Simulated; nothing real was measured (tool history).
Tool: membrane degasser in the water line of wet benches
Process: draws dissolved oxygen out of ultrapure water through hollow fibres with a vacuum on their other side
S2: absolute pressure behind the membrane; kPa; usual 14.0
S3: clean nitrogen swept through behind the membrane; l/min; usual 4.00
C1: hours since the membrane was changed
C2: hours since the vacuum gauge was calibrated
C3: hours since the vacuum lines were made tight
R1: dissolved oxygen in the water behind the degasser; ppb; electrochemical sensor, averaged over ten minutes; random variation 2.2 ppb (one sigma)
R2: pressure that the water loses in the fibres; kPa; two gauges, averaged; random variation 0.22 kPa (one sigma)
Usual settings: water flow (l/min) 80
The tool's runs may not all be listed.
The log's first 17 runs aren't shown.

run 18 hour=576.2 | water_flow_(l/min)=80 S2=8.9 S3=4.00 | C1=2224 C2=1818 C3=3140 | R1=255.9 R2=55.34
run 19 hour=617.7 | water_flow_(l/min)=107 S2=8.9 S3=4.81 | C1=2266 C2=1860 C3=3181 | R1=290.8 R2=74.04
run 20 hour=638.6 | water_flow_(l/min)=107 S2=8.9 S3=7.63 | C1=2287 C2=1881 C3=3202 | R1=197.8 R2=74.24
run 21 hour=684.0 | water_flow_(l/min)=49 S2=8.9 S3=3.56 | C1=2332 C2=1926 C3=3248 | R1=178.8 R2=34.21
run 22 hour=730.2 | water_flow_(l/min)=105 S2=14.0 S3=2.61 | C1=2378 C2=1972 C3=3294 | R1=810.1 R2=73.22
run 23 hour=766.9 | water_flow_(l/min)=64 S2=22.7 S3=2.54 | C1=2415 C2=2009 C3=3330 | R1=961.6 R2=44.29
run 24 hour=790.6 | water_flow_(l/min)=62 S2=11.1 S3=4.00 | C1=2439 C2=2033 C3=3354 | R1=274.6 R2=43.16
run 25 hour=835.3 | water_flow_(l/min)=62 S2=11.1 S3=4.00 | C1=2483 C2=2077 C3=3399 | R1=272.5 R2=42.77
run 26 hour=878.6 | water_flow_(l/min)=62 S2=11.1 S3=7.31 | C1=2526 C2=2121 C3=3442 | R1=159.5 R2=43.26
run 27 hour=910.4 | water_flow_(l/min)=64 S2=12.3 S3=8.94 | C1=2558 C2=2152 C3=3474 | R1=155.6 R2=44.47
run 28 hour=930.9 | water_flow_(l/min)=64 S2=12.3 S3=8.94 | C1=2579 C2=2173 C3=3494 | R1=156.5 R2=44.53
run 29 hour=973.8 | water_flow_(l/min)=64 S2=12.3 S3=8.94 | C1=2622 C2=2216 C3=3537 | R1=157.1 R2=44.41
run 30 hour=1020.4 | water_flow_(l/min)=64 S2=12.3 S3=8.94 | C1=2668 C2=2262 C3=3584 | R1=156.9 R2=44.39
run 31 hour=1048.0 | water_flow_(l/min)=68 S2=12.3 S3=3.87 | C1=2696 C2=2290 C3=3612 | R1=350.0 R2=47.36
run 32 hour=1072.9 | water_flow_(l/min)=66 S2=15.7 S3=2.97 | C1=2721 C2=2315 C3=3636 | R1=574.3 R2=46.40
run 33 hour=1100.8 | water_flow_(l/min)=96 S2=14.0 S3=3.06 | C1=2749 C2=2343 C3=3664 | R1=671.6 R2=66.93

Forecast each of these 3 alternatives for the next run:
-- hour=1106.3 seals of the vacuum lines changed
run A hour=1143.8 | water_flow_(l/min)=96 S2=34.2 S3=3.06 | C1=2790 C2=2384 C3=38 | R1=? R2=?
-- hour=1106.3 seals of the vacuum lines changed
run B hour=1143.8 | water_flow_(l/min)=80 S2=9.7 S3=6.58 | C1=2790 C2=2384 C3=38 | R1=? R2=?
-- hour=1106.3 seals of the vacuum lines changed
run C hour=1143.8 | water_flow_(l/min)=92 S2=14.0 S3=4.85 | C1=2790 C2=2384 C3=38 | R1=? R2=?

run=A R1=1696.1 R2=66.22
run=B R1=187.6 R2=55.72
run=C R1=448.2 R2=63.73
Without the tool's hidden state the same runs would have given:
run=A R1=1696.0 R2=66.21
run=B R1=187.5 R2=55.71
run=C R1=448.1 R2=63.72
